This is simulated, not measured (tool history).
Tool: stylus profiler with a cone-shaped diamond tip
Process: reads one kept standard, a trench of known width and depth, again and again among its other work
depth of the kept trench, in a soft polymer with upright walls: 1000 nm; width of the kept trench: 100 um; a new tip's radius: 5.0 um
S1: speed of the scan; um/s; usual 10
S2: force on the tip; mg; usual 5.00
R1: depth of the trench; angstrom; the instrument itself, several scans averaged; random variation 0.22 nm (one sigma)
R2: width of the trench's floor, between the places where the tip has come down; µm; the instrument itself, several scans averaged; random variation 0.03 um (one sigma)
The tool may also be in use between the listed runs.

run 1 hour=0.0 | S1=10 S2=5.00 | R1=10152.9 R2=93.52
run 2 hour=12.0 | S1=10 S2=5.00 | R1=10143.9 R2=93.55
run 3 hour=32.6 | S1=35 S2=5.00 | R1=10148.3 R2=93.49
run 4 hour=42.8 | S1=35 S2=5.00 | R1=10149.1 R2=93.46
run 5 hour=51.9 | S1=35 S2=5.00 | R1=10150.3 R2=93.47
run 6 hour=72.3 | S1=35 S2=5.00 | R1=10145.8 R2=93.48
run 7 hour=84.5 | S1=35 S2=5.00 | R1=10148.2 R2=93.39
run 8 hour=100.6 | S1=35 S2=5.00 | R1=10149.4 R2=93.42
run 9 hour=118.0 | S1=35 S2=5.00 | R1=10149.9 R2=93.39
run 10 hour=130.7 | S1=5 S2=5.00 | R1=10148.1 R2=93.45
run 11 hour=144.5 | S1=5 S2=5.00 | R1=10147.1 R2=93.41
run 12 hour=153.2 | S1=10 S2=5.00 | R1=10147.3 R2=93.42
run 13 hour=164.4 | S1=10 S2=5.00 | R1=10152.1 R2=93.43
run 14 hour=183.3 | S1=10 S2=2.01 | R1=10080.3 R2=93.37
run 15 hour=202.0 | S1=10 S2=2.01 | R1=10089.9 R2=93.34
run 16 hour=214.7 | S1=10 S2=5.00 | R1=10150.7 R2=93.30
run 17 hour=231.0 | S1=10 S2=2.08 | R1=10085.0 R2=93.28
run 18 hour=248.6 | S1=2 S2=8.71 | R1=10214.6 R2=93.36
run 19 hour=262.5 | S1=24 S2=4.25 | R1=10135.2 R2=93.32
run 20 hour=272.6 | S1=24 S2=4.25 | R1=10135.2 R2=93.27
run 21 hour=291.1 | S1=24 S2=4.25 | R1=10136.4 R2=93.27
run 22 hour=307.3 | S1=2 S2=9.42 | R1=10227.7 R2=93.24
run 23 hour=323.0 | S1=2 S2=9.42 | R1=10229.3 R2=93.28
run 24 hour=340.3 | S1=5 S2=12.23 | R1=10271.2 R2=93.25
run 25 hour=359.0 | S1=14 S2=4.21 | R1=10137.9 R2=93.20
run 26 hour=369.0 | S1=14 S2=4.21 | R1=10130.3 R2=93.16
run 27 hour=384.8 | S1=3 S2=8.51 | R1=10216.9 R2=93.19
run 28 hour=395.4 | S1=3 S2=2.48 | R1=10095.9 R2=93.18
run 29 hour=413.5 | S1=22 S2=3.86 | R1=10125.7 R2=93.15
run 30 hour=427.8 | S1=10 S2=3.18 | R1=10115.9 R2=93.16
run 31 hour=440.4 | S1=10 S2=3.18 | R1=10115.6 R2=93.09
run 32 hour=457.6 | S1=7 S2=5.00 | R1=10154.9 R2=93.16
run 33 hour=478.1 | S1=10 S2=7.83 | R1=10204.4 R2=93.11

The same runs without the tool's hidden state, with the same run-to-run variation:
The hidden state here: radius of the tip, um; height scale over the true one, %; drift of the gauge itself on depth_nm, %; drift of the gauge itself on floor_um, %.
run=1 R1=10151.2 R2=93.96
run=2 R1=10142.0 R2=94.00
run=3 R1=10146.2 R2=93.95
run=4 R1=10146.9 R2=93.93
run=5 R1=10147.9 R2=93.95
run=6 R1=10143.3 R2=93.98
run=7 R1=10145.5 R2=93.90
run=8 R1=10146.6 R2=93.95
run=9 R1=10146.8 R2=93.94
run=10 R1=10145.0 R2=94.00
run=11 R1=10143.7 R2=93.98
run=12 R1=10143.9 R2=94.00
run=13 R1=10148.6 R2=94.02
run=14 R1=10076.5 R2=93.98
run=15 R1=10086.0 R2=93.96
run=16 R1=10146.6 R2=93.94
run=17 R1=10080.8 R2=93.93
run=18 R1=10210.2 R2=94.03
run=19 R1=10130.7 R2=94.00
run=20 R1=10130.5 R2=93.97
run=21 R1=10131.4 R2=93.98
run=22 R1=10222.5 R2=93.97
run=23 R1=10224.0 R2=94.02
run=24 R1=10265.7 R2=94.01
run=25 R1=10132.3 R2=93.98
run=26 R1=10124.6 R2=93.94
run=27 R1=10210.9 R2=93.99
run=28 R1=10089.9 R2=93.99
run=29 R1=10119.5 R2=93.98
run=30 R1=10109.5 R2=94.00
run=31 R1=10109.0 R2=93.94
run=32 R1=10148.1 R2=94.03
run=33 R1=10197.4 R2=93.99
